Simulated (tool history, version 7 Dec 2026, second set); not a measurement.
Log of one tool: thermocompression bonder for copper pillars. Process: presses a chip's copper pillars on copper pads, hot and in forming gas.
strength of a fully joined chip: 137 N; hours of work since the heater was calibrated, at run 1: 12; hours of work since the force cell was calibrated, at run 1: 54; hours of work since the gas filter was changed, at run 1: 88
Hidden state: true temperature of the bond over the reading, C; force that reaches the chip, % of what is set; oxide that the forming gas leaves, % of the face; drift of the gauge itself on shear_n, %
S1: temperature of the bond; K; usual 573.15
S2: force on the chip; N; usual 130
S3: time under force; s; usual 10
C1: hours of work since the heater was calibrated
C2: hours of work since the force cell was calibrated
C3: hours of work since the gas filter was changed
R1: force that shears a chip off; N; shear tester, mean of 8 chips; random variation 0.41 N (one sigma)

Run 1, hour 0.0: usual settings; C1 12; C2 54; C3 88. Result: R1 69.4 N.
Run 2, hour 18.1: usual settings but S1 575.15 K; C1 24; C2 65; C3 99. Result: R1 71.0 N.
Run 3, hour 36.1: usual settings but S1 575.15 K; C1 35; C2 77; C3 111. Result: R1 70.9 N.
Run 4, hour 51.0: usual settings but S1 575.15 K; C1 45; C2 86; C3 120. Result: R1 70.9 N.
Run 5, hour 58.8: usual settings but S3 5 s; C1 50; C2 91; C3 125. Result: R1 54.4 N.
Run 6, hour 69.3: usual settings but S3 5 s; C1 56; C2 98; C3 132. Result: R1 53.1 N.
At hour 70.9: forming gas filter changed.
Run 7, hour 84.4: usual settings but S1 548.15 K, S2 166 N, S3 5 s; C1 66; C2 107; C3 9. Result: R1 48.6 N.
Run 8, hour 99.6: usual settings but S2 99 N, S3 14 s; C1 75; C2 117; C3 18. Result: R1 64.4 N.
Run 9, hour 107.1: usual settings but S2 99 N, S3 14 s; C1 80; C2 122; C3 23. Result: R1 64.0 N.
Run 10, hour 121.6: usual settings but S1 548.15 K, S2 80 N, S3 22 s; C1 89; C2 131; C3 32. Result: R1 48.8 N.
Run 11, hour 132.3: usual settings but S1 566.15 K, S2 95 N, S3 11 s; C1 96; C2 138; C3 39. Result: R1 53.1 N.
Run 12, hour 144.5: usual settings but S1 566.15 K, S2 95 N, S3 11 s; C1 104; C2 145; C3 47. Result: R1 52.8 N.

5 ways to go on from here, each from the tool as it stands after run 12. What would each give?
Run A, hour 160.2: usual settings but S2 109 N; C1 114; C2 155; C3 57. Result: R1 ?.
Run B, hour 160.2: usual settings but S2 100 N, S3 11 s; C1 114; C2 155; C3 57. Result: R1 ?.
Run C, hour 160.2: usual settings but S3 12 s; C1 114; C2 155; C3 57. Result: R1 ?.
Run D, hour 160.2: usual settings but S3 6 s; C1 114; C2 155; C3 57. Result: R1 ?.
Run E, hour 160.2: usual settings but S1 579.15 K, S2 118 N; C1 114; C2 155; C3 57. Result: R1 ?.

run    R1
  A  61.4
  B  59.1
  C  73.3
  D  58.4
  E  68.2
Without the tool's hidden state the same runs would have given:
run    R1
  A  62.0
  B  59.7
  C  74.0
  D  59.0
  E  68.9

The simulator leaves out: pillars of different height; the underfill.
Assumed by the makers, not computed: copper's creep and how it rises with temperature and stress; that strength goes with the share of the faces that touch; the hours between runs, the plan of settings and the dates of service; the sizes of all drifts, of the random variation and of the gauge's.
